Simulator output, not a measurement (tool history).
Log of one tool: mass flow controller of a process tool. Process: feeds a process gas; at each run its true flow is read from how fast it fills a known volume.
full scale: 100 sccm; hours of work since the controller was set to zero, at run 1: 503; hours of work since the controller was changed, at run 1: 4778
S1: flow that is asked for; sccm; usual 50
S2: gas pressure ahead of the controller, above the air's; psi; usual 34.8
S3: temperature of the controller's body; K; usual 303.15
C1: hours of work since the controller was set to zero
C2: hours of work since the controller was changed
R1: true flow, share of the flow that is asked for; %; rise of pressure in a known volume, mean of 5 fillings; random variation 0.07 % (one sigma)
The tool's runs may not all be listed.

run    hour  S1    S2      S3   C1    C2      R1
  1     0.0  50  34.8  303.15  503  4778  100.26
  2   141.2  50  34.8  303.15  577  4852  100.22
  3   339.5  50  27.3  303.15  681  4957  100.72
  4   601.4  50  38.4  303.15  820  5095  100.17
  5   762.0  50  34.8  298.15  904  5179   99.85
  6   898.0  50  34.8  310.15  976  5251  100.94
      921.2  -- controller's zero set anew
  7  1056.3  11  34.8  308.15   71  5334  101.05
  8  1188.6  42  30.3  300.15  141  5404  100.47
  9  1373.5  80  24.4  294.15  238  5501  101.44
 10  1676.9  50  22.5  299.15  398  5661  101.07
 11  1980.1  12  34.8  303.15  558  5821  101.30
 12  2206.0  12  28.4  301.15  677  5940  101.52

3 ways to go on from here, each from the tool as it stands after run 12. What would each give?
     2494.0  -- controller's zero set anew, once more
  A  2512.9  88  34.8  303.15  10  6102   ?
     2494.0  -- controller's zero set anew, once more
  B  2512.9  12  36.5  294.15  10  6102   ?
     2494.0  -- controller's zero set anew, once more
  C  2512.9  42  24.1  301.15  10  6102   ?

run      R1
  A  101.86
  B   98.57
  C  100.72
Without the tool's hidden state the same runs would have given:
run     R1
  A  99.69
  B  96.28
  C  98.53
